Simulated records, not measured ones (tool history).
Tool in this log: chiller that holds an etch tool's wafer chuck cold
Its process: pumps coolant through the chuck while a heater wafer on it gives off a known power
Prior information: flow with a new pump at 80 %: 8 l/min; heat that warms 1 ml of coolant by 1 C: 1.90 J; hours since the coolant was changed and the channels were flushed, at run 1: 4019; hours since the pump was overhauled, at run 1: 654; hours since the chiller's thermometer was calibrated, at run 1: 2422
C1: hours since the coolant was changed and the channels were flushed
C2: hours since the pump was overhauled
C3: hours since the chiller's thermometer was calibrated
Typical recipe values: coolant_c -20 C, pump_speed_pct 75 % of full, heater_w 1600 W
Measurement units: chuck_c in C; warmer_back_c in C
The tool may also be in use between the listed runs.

run 1 hour=0.0 | coolant_c=-20 pump_speed_pct=75 heater_w=1600 | C1=4019 C2=654 C3=2422 | chuck_c=-4.4 warmer_back_c=6.71
run 2 hour=132.3 | coolant_c=-20 pump_speed_pct=75 heater_w=1600 | C1=4151 C2=786 C3=2554 | chuck_c=-4.2 warmer_back_c=6.79
run 3 hour=268.4 | coolant_c=-12 pump_speed_pct=75 heater_w=1600 | C1=4287 C2=922 C3=2690 | chuck_c=3.7 warmer_back_c=6.74
run 4 hour=445.3 | coolant_c=-30 pump_speed_pct=75 heater_w=1600 | C1=4464 C2=1099 C3=2867 | chuck_c=-14.1 warmer_back_c=6.85
run 5 hour=578.4 | coolant_c=-20 pump_speed_pct=87 heater_w=1600 | C1=4597 C2=1232 C3=3000 | chuck_c=-5.5 warmer_back_c=5.97
run 6 hour=710.8 | coolant_c=-20 pump_speed_pct=87 heater_w=1600 | C1=4729 C2=1365 C3=3133 | chuck_c=-5.3 warmer_back_c=5.92
run 7 hour=865.3 | coolant_c=-20 pump_speed_pct=87 heater_w=1600 | C1=4884 C2=1519 C3=3287 | chuck_c=-5.3 warmer_back_c=5.96
run 8 hour=1049.3 | coolant_c=-20 pump_speed_pct=87 heater_w=1600 | C1=5068 C2=1703 C3=3471 | chuck_c=-5.1 warmer_back_c=6.05
run 9 hour=1192.0 | coolant_c=-22 pump_speed_pct=75 heater_w=1600 | C1=5211 C2=1846 C3=3614 | chuck_c=-5.5 warmer_back_c=6.88
run 10 hour=1274.6 | coolant_c=-22 pump_speed_pct=75 heater_w=1600 | C1=5293 C2=1929 C3=3696 | chuck_c=-5.3 warmer_back_c=6.98
run 11 hour=1362.8 | coolant_c=-22 pump_speed_pct=75 heater_w=1600 | C1=5382 C2=2017 C3=3785 | chuck_c=-5.3 warmer_back_c=6.92
run 12 hour=1504.8 | coolant_c=-20 pump_speed_pct=75 heater_w=1260 | C1=5523 C2=2159 C3=3927 | chuck_c=-6.6 warmer_back_c=5.43
-- hour=1532.0 chiller's thermometer calibrated
run 13 hour=1626.9 | coolant_c=-30 pump_speed_pct=75 heater_w=1600 | C1=5645 C2=2280 C3=95 | chuck_c=-13.4 warmer_back_c=7.02
run 14 hour=1735.6 | coolant_c=-30 pump_speed_pct=75 heater_w=1600 | C1=5753 C2=2389 C3=204 | chuck_c=-13.3 warmer_back_c=7.00
run 15 hour=1817.3 | coolant_c=-30 pump_speed_pct=75 heater_w=1600 | C1=5835 C2=2470 C3=285 | chuck_c=-13.2 warmer_back_c=7.02
run 16 hour=1956.4 | coolant_c=-20 pump_speed_pct=75 heater_w=1600 | C1=5974 C2=2609 C3=424 | chuck_c=-3.1 warmer_back_c=7.00
run 17 hour=2070.2 | coolant_c=-18 pump_speed_pct=87 heater_w=1600 | C1=6088 C2=2723 C3=538 | chuck_c=-2.7 warmer_back_c=6.19
run 18 hour=2184.4 | coolant_c=-21 pump_speed_pct=61 heater_w=1301 | C1=6202 C2=2837 C3=652 | chuck_c=-4.8 warmer_back_c=6.95
run 19 hour=2330.9 | coolant_c=-18 pump_speed_pct=75 heater_w=1713 | C1=6349 C2=2984 C3=799 | chuck_c=0.6 warmer_back_c=7.58
-- hour=2430.6 coolant changed, channels flushed
run 20 hour=2499.0 | coolant_c=-13 pump_speed_pct=75 heater_w=990 | C1=68 C2=3146 C3=961 | chuck_c=-4.1 warmer_back_c=4.37
run 21 hour=2674.7 | coolant_c=-20 pump_speed_pct=79 heater_w=1524 | C1=244 C2=3322 C3=1137 | chuck_c=-6.8 warmer_back_c=6.40

Expected results for the next run?
run 22 hour=2830.7 | coolant_c=-16 pump_speed_pct=73 heater_w=1502 | C1=400 C2=3478 C3=1293 | chuck_c=? warmer_back_c=?

Logged for run 22: chuck_c -2.4 C, warmer_back_c 6.93 C.
On a tool with no hidden condition, and with the same random variation, this run would have come out at chuck_c -3.4 C, warmer_back_c 6.53 C.
